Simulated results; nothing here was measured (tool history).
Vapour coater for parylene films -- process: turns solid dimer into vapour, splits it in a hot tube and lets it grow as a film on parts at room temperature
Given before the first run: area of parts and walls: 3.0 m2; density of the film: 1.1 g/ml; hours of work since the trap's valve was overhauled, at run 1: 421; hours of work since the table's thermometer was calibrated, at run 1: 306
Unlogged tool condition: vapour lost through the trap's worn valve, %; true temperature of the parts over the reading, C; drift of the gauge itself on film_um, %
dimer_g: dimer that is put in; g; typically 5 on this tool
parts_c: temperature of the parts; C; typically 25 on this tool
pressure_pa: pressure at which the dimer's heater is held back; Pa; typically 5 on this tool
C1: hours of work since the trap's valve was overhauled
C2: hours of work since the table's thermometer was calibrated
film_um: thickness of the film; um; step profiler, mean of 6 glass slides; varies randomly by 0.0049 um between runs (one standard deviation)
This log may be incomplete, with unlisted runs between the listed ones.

run 1 hour=0 | dimer_g=5 parts_c=25 pressure_pa=5 | C1=421 C2=306 | film_um=1.151
run 2 hour=16.1 | dimer_g=5 parts_c=25 pressure_pa=5 | C1=432 C2=317 | film_um=1.158
run 3 hour=38.5 | dimer_g=5 parts_c=25 pressure_pa=5 | C1=448 C2=334 | film_um=1.149
run 4 hour=55.3 | dimer_g=5 parts_c=25 pressure_pa=5 | C1=460 C2=346 | film_um=1.148
run 5 hour=81.3 | dimer_g=5 parts_c=25 pressure_pa=5 | C1=479 C2=364 | film_um=1.149
-- hour=90.8 trap's valve overhauled
run 6 hour=96.7 | dimer_g=8 parts_c=25 pressure_pa=5 | C1=4 C2=372 | film_um=1.915
run 7 hour=108.7 | dimer_g=5 parts_c=25 pressure_pa=10.3 | C1=13 C2=381 | film_um=1.003
run 8 hour=123.7 | dimer_g=5 parts_c=25 pressure_pa=6.16 | C1=24 C2=392 | film_um=1.141
run 9 hour=136.5 | dimer_g=5 parts_c=26 pressure_pa=6.16 | C1=33 C2=401 | film_um=1.092
run 10 hour=153.3 | dimer_g=5 parts_c=26 pressure_pa=6.16 | C1=45 C2=413 | film_um=1.097
run 11 hour=173.8 | dimer_g=5 parts_c=26 pressure_pa=6.16 | C1=59 C2=427 | film_um=1.087
run 12 hour=191.1 | dimer_g=5 parts_c=26 pressure_pa=6.16 | C1=72 C2=440 | film_um=1.093
run 13 hour=207.8 | dimer_g=5 parts_c=26 pressure_pa=6.16 | C1=84 C2=452 | film_um=1.091
run 14 hour=230.4 | dimer_g=5 parts_c=26 pressure_pa=6.16 | C1=100 C2=468 | film_um=1.09
run 15 hour=258 | dimer_g=5 parts_c=26 pressure_pa=6.16 | C1=119 C2=487 | film_um=1.079
run 16 hour=284 | dimer_g=5 parts_c=26 pressure_pa=6.16 | C1=138 C2=506 | film_um=1.081
run 17 hour=305.6 | dimer_g=5 parts_c=20 pressure_pa=2.38 | C1=153 C2=521 | film_um=1.463
run 18 hour=323.5 | dimer_g=3 parts_c=25 pressure_pa=11.16 | C1=166 C2=534 | film_um=0.584
run 19 hour=346.6 | dimer_g=8 parts_c=21 pressure_pa=7.38 | C1=183 C2=551 | film_um=1.982
run 20 hour=373.8 | dimer_g=5 parts_c=25 pressure_pa=4.27 | C1=202 C2=570 | film_um=1.216
run 21 hour=387.1 | dimer_g=3 parts_c=25 pressure_pa=4.27 | C1=212 C2=580 | film_um=0.73
run 22 hour=404.2 | dimer_g=3 parts_c=25 pressure_pa=4.27 | C1=224 C2=592 | film_um=0.735
run 23 hour=422.2 | dimer_g=3 parts_c=25 pressure_pa=4.27 | C1=237 C2=605 | film_um=0.736
run 24 hour=442.3 | dimer_g=3 parts_c=29 pressure_pa=8.89 | C1=251 C2=619 | film_um=0.526
run 25 hour=457.5 | dimer_g=3 parts_c=35 pressure_pa=8.12 | C1=262 C2=630 | film_um=0.432
run 26 hour=483.8 | dimer_g=4 parts_c=25 pressure_pa=7.71 | C1=281 C2=649 | film_um=0.841

Hidden state at the last listed run before each entry between runs and at the first one after, where it differs:
In the gap between runs 5 and 6: trap's valve overhauled (hour 90.8)
  vapour lost through the trap's worn valve, %: 4.2 -> 0.1
  measured result minus the result with no hidden state, film_um: -0.045 -> +0.007 um
